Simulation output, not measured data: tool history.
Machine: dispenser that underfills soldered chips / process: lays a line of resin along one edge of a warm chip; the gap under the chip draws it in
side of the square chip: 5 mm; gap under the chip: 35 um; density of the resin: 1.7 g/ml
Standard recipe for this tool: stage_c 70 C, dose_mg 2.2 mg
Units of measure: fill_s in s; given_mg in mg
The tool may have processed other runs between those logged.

| run | day | stage_c | dose_mg | fill_s | given_mg |
|---|---|---|---|---|---|
| 1 | 0 | 70 | 2.2 | 10.7 | 2.03 |
| 2 | 0.162 | 70 | 2.2 | 12.8 | 2.01 |
| 3 | 0.346 | 70 | 2.2 | 14.4 | 2.01 |
|  | 0.404 | new syringe of resin |
| 4 | 0.654 | 70 | 2.2 | 12.3 | 1.98 |
| 5 | 0.829 | 70 | 2.2 | 13.8 | 2 |
|  | 0.962 | new syringe of resin |
| 6 | 1.158 | 70 | 2.2 | 11.7 | 1.97 |
| 7 | 1.321 | 70 | 2.2 | 14.1 | 1.96 |
|  | 1.504 | new syringe of resin |
| 8 | 1.633 | 80 | 2.44 | 6.9 | 2.18 |
|  | 1.85 | dispensing valve cleaned and set on the balance |
| 9 | 2.038 | 70 | 2.52 | 13.8 | 2.55 |
|  | 2.1 | new syringe of resin |
| 10 | 2.4 | 75 | 1.93 | 9.6 | 1.93 |
|  | 2.667 | new syringe of resin |
| 11 | 2.775 | 75 | 1.93 | 9.2 | 1.92 |
| 12 | 2.992 | 75 | 1.93 | 10.6 | 1.91 |
|  | 3.225 | new syringe of resin |
| 13 | 3.367 | 65 | 1.93 | 15.7 | 1.94 |

Below, some changes in fill_s between adjacent runs. For each, the amount present without the hidden state too (settings, incoming material, random variation) and the amount remaining for the hidden state with gauge scatter not shared by both compared results:
Unlogged tool condition in this case: resin's viscosity, % of fresh resin's; dose that the valve gives, % of what is set; true chip temperature over the reading, C; drift of the gauge itself on fill_s, %; drift of the gauge itself on given_mg, %.
Run 7 -> 8: stage_c 70 -> 80, dose_mg 2.2 -> 2.44, new syringe of resin. fill_s -7.2 s: hidden state -2.6, all else -4.6.
Run 8 -> 9: stage_c 80 -> 70, dose_mg 2.44 -> 2.52, dispensing valve cleaned and set on the balance. fill_s +6.9 s: hidden state +3.3, all else +3.6.

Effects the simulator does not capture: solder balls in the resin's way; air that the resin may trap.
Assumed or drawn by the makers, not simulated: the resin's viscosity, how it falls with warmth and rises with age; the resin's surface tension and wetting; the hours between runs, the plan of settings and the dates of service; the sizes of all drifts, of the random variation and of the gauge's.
